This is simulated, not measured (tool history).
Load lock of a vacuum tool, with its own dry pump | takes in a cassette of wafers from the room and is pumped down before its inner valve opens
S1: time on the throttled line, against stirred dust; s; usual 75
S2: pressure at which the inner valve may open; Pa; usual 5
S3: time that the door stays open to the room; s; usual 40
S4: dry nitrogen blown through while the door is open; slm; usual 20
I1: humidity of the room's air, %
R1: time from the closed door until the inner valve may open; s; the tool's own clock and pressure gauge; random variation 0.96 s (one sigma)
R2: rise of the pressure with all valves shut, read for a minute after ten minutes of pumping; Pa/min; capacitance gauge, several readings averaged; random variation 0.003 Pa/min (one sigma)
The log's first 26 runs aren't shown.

run 27 hour=6011.7 | S1=62 S2=8 S3=40 S4=20 | I1=45 | R1=144.1 R2=0.069
run 28 hour=6221.8 | S1=62 S2=8 S3=134 S4=25 | I1=46.1 | R1=145.4 R2=0.094
run 29 hour=6386.5 | S1=66 S2=4 S3=134 S4=33 | I1=49.3 | R1=155.7 R2=0.091
run 30 hour=6744.5 | S1=66 S2=7 S3=134 S4=33 | I1=45.4 | R1=149.9 R2=0.097
run 31 hour=7104.3 | S1=75 S2=8 S3=40 S4=6 | I1=46.8 | R1=155.9 R2=0.094
run 32 hour=7369.4 | S1=75 S2=8 S3=40 S4=6 | I1=46.6 | R1=155.2 R2=0.103
run 33 hour=7646.9 | S1=40 S2=5 S3=40 S4=9 | I1=45 | R1=136.4 R2=0.105
run 34 hour=7895.7 | S1=75 S2=5 S3=127 S4=20 | I1=44.1 | R1=160.8 R2=0.118
run 35 hour=8163 | S1=75 S2=5 S3=127 S4=20 | I1=45.4 | R1=161.6 R2=0.13
run 36 hour=8460.9 | S1=110 S2=5 S3=97 S4=20 | I1=44.1 | R1=185.7 R2=0.121
run 37 hour=8704.3 | S1=110 S2=5 S3=53 S4=4 | I1=44.4 | R1=185.4 R2=0.123

Forecast each of these 4 alternatives for the next run:
run A hour=8974.5 | S1=110 S2=5 S3=53 S4=14 | I1=45.9 | R1=? R2=?
run B hour=8974.5 | S1=75 S2=5 S3=40 S4=20 | I1=46.6 | R1=? R2=?
run C hour=8974.5 | S1=42 S2=5 S3=175 S4=9 | I1=41.5 | R1=? R2=?
run D hour=8974.5 | S1=92 S2=6 S3=107 S4=4 | I1=46.8 | R1=? R2=?

run=A R1=184 R2=0.133
run=B R1=162.8 R2=0.118
run=C R1=141.7 R2=0.146
run=D R1=173.2 R2=0.148
Without the tool's hidden state the same runs would have given:
run=A R1=173.4 R2=0.028
run=B R1=150.5 R2=0.015
run=C R1=128.1 R2=0.044
run=D R1=161.9 R2=0.044
